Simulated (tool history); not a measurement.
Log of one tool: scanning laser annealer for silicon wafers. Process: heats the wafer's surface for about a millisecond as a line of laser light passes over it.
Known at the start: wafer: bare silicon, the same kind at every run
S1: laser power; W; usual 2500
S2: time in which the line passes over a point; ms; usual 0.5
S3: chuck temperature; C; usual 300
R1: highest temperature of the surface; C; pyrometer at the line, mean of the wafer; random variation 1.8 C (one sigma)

Run 1, hour 0: usual settings. Result: R1 1024 C.
Run 2, hour 32.2: usual settings. Result: R1 1026 C.
Run 3, hour 64.3: usual settings but S1 2367 W. Result: R1 974 C.
Run 4, hour 106.7: usual settings but S1 2367 W. Result: R1 979 C.
Run 5, hour 155.8: usual settings but S1 2367 W. Result: R1 979 C.
Run 6, hour 184.4: usual settings but S1 2367 W. Result: R1 982 C.
Run 7, hour 208.4: usual settings but S2 0.616 ms. Result: R1 1094 C.
Run 8, hour 234.2: usual settings but S3 275 C. Result: R1 1004 C.
Run 9, hour 266.4: usual settings but S3 281 C. Result: R1 1008 C.
Run 10, hour 298.9: usual settings but S1 2354 W. Result: R1 973 C.
Run 11, hour 328.5: usual settings but S1 2354 W, S3 279 C. Result: R1 953 C.
Run 12, hour 368.1: usual settings but S1 2354 W, S3 279 C. Result: R1 953 C.
Run 13, hour 392.9: usual settings but S1 2354 W, S3 279 C. Result: R1 952 C.
Run 14, hour 420.3: usual settings but S1 2354 W, S3 279 C. Result: R1 954 C.
Run 15, hour 464.6: usual settings but S3 296 C. Result: R1 1024 C.
Run 16, hour 497.3: usual settings but S1 2170 W, S3 308 C. Result: R1 921 C.
At hour 525.3: window over the wafer cleaned.
Run 17, hour 532.8: usual settings but S1 2456 W, S2 0.397 ms, S3 339 C. Result: R1 978 C.
Run 18, hour 564.1: usual settings but S2 0.494 ms, S3 314 C. Result: R1 1034 C.
Run 19, hour 612.3: usual settings but S1 2350 W. Result: R1 972 C.
Run 20, hour 649.1: usual settings but S1 2350 W. Result: R1 972 C.
Run 21, hour 679: usual settings but S1 2350 W. Result: R1 973 C.
Run 22, hour 709.4: usual settings but S1 2684 W, S2 0.467 ms, S3 287 C. Result: R1 1057 C.
Run 23, hour 741.8: usual settings but S1 2684 W, S2 0.375 ms, S3 309 C. Result: R1 1007 C.
Run 24, hour 787: usual settings but S1 2594 W, S2 0.375 ms, S3 309 C. Result: R1 973 C.
Run 25, hour 831.9: usual settings but S1 2594 W, S2 0.375 ms, S3 309 C. Result: R1 982 C.
Run 26, hour 856.1: usual settings but S1 2300 W, S3 270 C. Result: R1 922 C.

Forecast each of these 4 alternatives for the next run:
Run A, hour 893.8: usual settings but S3 291 C. Result: R1 ?.
Run B, hour 893.8: usual settings but S1 2681 W, S2 0.463 ms, S3 307 C. Result: R1 ?.
Run C, hour 893.8: usual settings but S1 2333 W, S2 0.592 ms. Result: R1 ?.
Run D, hour 893.8: usual settings but S1 2354 W, S2 0.558 ms, S3 270 C. Result: R1 ?.

run    R1
  A  1017
  B  1071
  C  1021
  D   981
Without the tool's hidden state the same runs would have given:
run    R1
  A  1018
  B  1072
  C  1021
  D   981

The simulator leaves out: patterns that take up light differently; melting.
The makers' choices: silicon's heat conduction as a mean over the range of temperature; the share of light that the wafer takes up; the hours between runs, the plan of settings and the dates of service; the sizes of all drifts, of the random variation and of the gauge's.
